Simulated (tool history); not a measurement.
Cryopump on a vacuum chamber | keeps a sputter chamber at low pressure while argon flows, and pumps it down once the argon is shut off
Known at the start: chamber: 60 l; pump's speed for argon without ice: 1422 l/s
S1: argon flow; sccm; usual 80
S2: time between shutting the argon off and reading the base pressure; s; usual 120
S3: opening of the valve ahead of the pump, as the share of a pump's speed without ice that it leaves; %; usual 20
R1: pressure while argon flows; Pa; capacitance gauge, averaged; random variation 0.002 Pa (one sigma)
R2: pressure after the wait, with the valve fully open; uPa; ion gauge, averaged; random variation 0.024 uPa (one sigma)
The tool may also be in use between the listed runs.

run   hour   S1   S2  S3      R1    R2
  1    0.0   80  120  20  0.5053  2.75
  2   28.1   80  120  20  0.5090  2.89
  3   87.3   80  120  20  0.5052  3.00
  4  123.1   80  120  20  0.5139  3.08
  5  165.0   80  120  19  0.5361  3.07
  6  194.7   80  120  19  0.5383  3.15
     233.0  -- pump warmed up, emptied and cooled again
  7  263.8   80  155  20  0.4791  2.40
  8  310.5   80  279  25  0.3826  2.18
  9  337.6   80   39  19  0.5069  3.97
 10  386.4  110  259  19  0.6975  2.26

The next listed run, before its measurement:
 11  434.7  110  259  19   ?   ?

Run 11 gave R1 0.6933 Pa, R2 2.39 uPa.
Without the tool's hidden state the same run would have given R1 0.6837 Pa, R2 0.54 uPa.

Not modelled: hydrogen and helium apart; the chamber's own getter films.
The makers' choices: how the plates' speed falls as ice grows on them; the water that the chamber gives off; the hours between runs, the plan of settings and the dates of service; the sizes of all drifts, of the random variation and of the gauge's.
